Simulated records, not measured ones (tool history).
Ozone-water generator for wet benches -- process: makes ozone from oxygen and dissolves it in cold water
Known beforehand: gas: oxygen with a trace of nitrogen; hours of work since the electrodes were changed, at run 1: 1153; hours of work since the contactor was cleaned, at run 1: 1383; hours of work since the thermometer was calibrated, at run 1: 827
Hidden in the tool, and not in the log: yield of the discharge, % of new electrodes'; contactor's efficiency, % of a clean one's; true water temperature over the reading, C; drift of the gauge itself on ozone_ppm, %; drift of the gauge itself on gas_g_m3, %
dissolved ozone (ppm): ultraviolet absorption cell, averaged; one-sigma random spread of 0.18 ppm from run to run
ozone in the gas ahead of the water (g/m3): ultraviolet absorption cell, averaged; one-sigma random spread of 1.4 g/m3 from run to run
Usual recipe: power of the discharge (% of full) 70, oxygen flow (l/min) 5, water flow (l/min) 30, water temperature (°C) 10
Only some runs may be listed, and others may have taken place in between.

run,hour,power of the discharge (% of full),oxygen flow (l/min),water flow (l/min),water temperature (°C),hours of work since the electrodes were changed,hours of work since the contactor was cleaned,hours of work since the thermometer was calibrated,dissolved ozone (ppm),ozone in the gas ahead of the water (g/m3)
1,0,70,5,30,10,1153,1383,827,24.2,256.3
2,57.9,70,5,30,10,1196,1426,870,24,255.4
3,132,70,5,30,10,1251,1481,925,23.9,253
4,179.1,70,5,30,10,1286,1516,960,24.1,253.4
5,217.2,57,5,30,10,1314,1545,988,19.7,211.1
6,291.1,70,5,30,10,1369,1600,1043,23.8,257
7,322.7,70,5,25,10,1393,1623,1067,29,253.7
8,375.4,70,5,25,10,1432,1662,1106,28.4,253.4
9,440.2,70,5,30,10,1480,1710,1154,23.8,254.5
10,511.3,70,5,30,10,1533,1763,1207,23.5,253
11,571.2,70,5,20,10,1578,1808,1251,35,253.5
12,614,70,5,30,5,1609,1840,1283,24.9,251.8
13,653.3,70,5,30,7,1639,1869,1312,24.5,252.6
# hour 660.2: water thermometer calibrated
14,711.8,70,5,30,10,1682,1912,38,23.6,253.6
15,748.6,70,5,30,10,1709,1939,66,23.7,250.9
16,792.2,95,5,30,10,1741,1972,98,31.1,334.8
# hour 825: water thermometer calibrated, once more
17,855.5,70,5,30,10,1788,2018,23,23.8,252
18,918.3,99,7.94,30,10,1835,2065,69,33.8,266.5
19,974.6,99,2.97,43,10,1877,2107,111,18.8,457.5
20,1013.5,99,2.97,43,10,1906,2136,140,19,457.8
21,1064.7,99,2.97,43,10,1944,2174,178,18.7,455.2
22,1124.7,43,5,35,9,1988,2219,223,12.8,160
23,1178.6,66,2.84,35,9,2028,2259,263,16.2,323
24,1226.1,71,5,19,5,2064,2294,298,38.2,253.3
25,1292.7,86,4.16,31,12,2113,2343,348,26,330.7
26,1343.2,70,5,30,10,2151,2381,385,23.3,251.1
27,1407.7,70,5,44,10,2199,2429,433,15.2,249
28,1461.5,70,3.52,29,10,2239,2469,473,22.6,302.6
29,1533.6,70,3.52,29,10,2292,2522,527,22.5,297.3
30,1602.5,43,3.95,26,14,2343,2574,578,16.1,183.9
31,1668,70,5,27,7,2392,2622,627,26.2,249
32,1714.2,70,5,27,7,2426,2657,661,26.4,248.3

Pick out some run-to-run changes in dissolved ozone (ppm). Of each, how much would a tool without hidden state show as well, from the settings, what came in and chance, and how much is left for the hidden state and any gauge scatter not in both results compared?
Run 17 -> 18: power of the discharge (% of full) 70 -> 99, oxygen flow (l/min) 5 -> 7.94. dissolved ozone (ppm) +10: hidden state -1.3, all else +11.3.
Run 18 -> 19: oxygen flow (l/min) 7.94 -> 2.97, water flow (l/min) 30 -> 43. dissolved ozone (ppm) -15: hidden state +1.2, all else -16.2.
Run 23 -> 24: power of the discharge (% of full) 66 -> 71, oxygen flow (l/min) 2.84 -> 5, water flow (l/min) 35 -> 19, water temperature (°C) 9 -> 5. dissolved ozone (ppm) +22: hidden state -1.3, all else +23.3.
Run 24 -> 25: power of the discharge (% of full) 71 -> 86, oxygen flow (l/min) 5 -> 4.16, water flow (l/min) 19 -> 31, water temperature (°C) 5 -> 12. dissolved ozone (ppm) -12.2: hidden state +0.3, all else -12.5.
Run 30 -> 31: power of the discharge (% of full) 43 -> 70, oxygen flow (l/min) 3.95 -> 5, water flow (l/min) 26 -> 27, water temperature (°C) 14 -> 7. dissolved ozone (ppm) +10.1: hidden state -1.3, all else +11.4.
